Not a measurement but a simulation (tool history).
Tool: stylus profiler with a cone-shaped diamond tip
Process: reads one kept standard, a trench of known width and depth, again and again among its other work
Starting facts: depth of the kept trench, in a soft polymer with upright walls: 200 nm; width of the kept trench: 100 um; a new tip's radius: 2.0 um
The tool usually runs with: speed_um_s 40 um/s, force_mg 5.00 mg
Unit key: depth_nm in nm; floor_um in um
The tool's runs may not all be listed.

run	hour	speed_um_s	force_mg	depth_nm	floor_um
1	0.0	40	5.00	202.92	97.14
2	48.1	40	5.00	202.76	97.13
3	134.7	40	5.00	202.71	97.04
4	182.8	40	5.00	202.86	96.96
5	265.8	40	5.00	203.12	96.95
6	320.7	92	5.00	202.81	96.79
7	376.2	40	5.00	202.22	98.05
8	471.7	40	5.00	202.39	97.99
9	563.6	40	5.00	202.38	97.87
10	628.1	40	5.00	202.33	97.86
11	683.9	40	5.00	202.36	97.72
12	798.5	40	5.00	202.32	97.64
13	864.0	40	3.98	202.23	97.60
14	946.4	40	3.98	202.12	97.48
15	1038.7	40	3.98	202.25	97.42
16	1123.3	66	2.51	201.65	97.24
17	1189.5	66	2.51	201.85	97.20
18	1251.4	40	4.88	202.59	97.24
19	1351.0	24	3.06	201.62	97.20
20	1439.9	155	6.07	202.81	96.88
21	1529.4	102	11.57	204.20	97.02
22	1630.3	102	11.57	204.13	96.93
23	1737.9	18	3.51	201.77	98.20
24	1842.7	69	2.18	201.39	97.86
25	1948.8	23	2.94	201.74	97.88
26	2055.2	76	5.00	202.46	97.65
27	2104.5	76	5.00	202.48	97.64
28	2198.3	76	5.00	202.60	97.51
29	2287.6	66	13.98	204.78	97.56

Not shown here: 4 entries made in the log between runs. Locate each between two listed runs and compare the hidden state at the listed run before it with the hidden state at the listed run after it:
Between runs 6 and 7: new tip fitted, height scale calibrated (hour 347.9)
  radius of the tip, um: 5.79 -> 2.14; height scale over the true one, %: 0.276 -> -0.023
  difference, measured minus the result without the unlogged condition, depth_nm: +0.55 -> -0.05 nm; floor_um: -1.28 -> -0.06 um
Between runs 14 and 15: height scale calibrated on a step standard (hour 956.9)
  radius of the tip, um: 3.74 -> 3.99; height scale over the true one, %: 0.082 -> 0.14
  difference, measured minus the result without the unlogged condition, depth_nm: +0.17 -> +0.28 nm; floor_um: -0.67 -> -0.75 um
Between runs 18 and 19: height scale calibrated on a step standard, once more (hour 1276.5)
  radius of the tip, um: 4.58 -> 4.88; height scale over the true one, %: 0.182 -> 0.029
  difference, measured minus the result without the unlogged condition, depth_nm: +0.37 -> +0.06 nm; floor_um: -0.93 -> -1.02 um
Between runs 22 and 23: new tip fitted, height scale calibrated (hour 1718.8)
  radius of the tip, um: 5.65 -> 2.09; height scale over the true one, %: 0.079 -> 0.02
  difference, measured minus the result without the unlogged condition, depth_nm: +0.16 -> +0.04 nm; floor_um: -1.23 -> -0.04 um

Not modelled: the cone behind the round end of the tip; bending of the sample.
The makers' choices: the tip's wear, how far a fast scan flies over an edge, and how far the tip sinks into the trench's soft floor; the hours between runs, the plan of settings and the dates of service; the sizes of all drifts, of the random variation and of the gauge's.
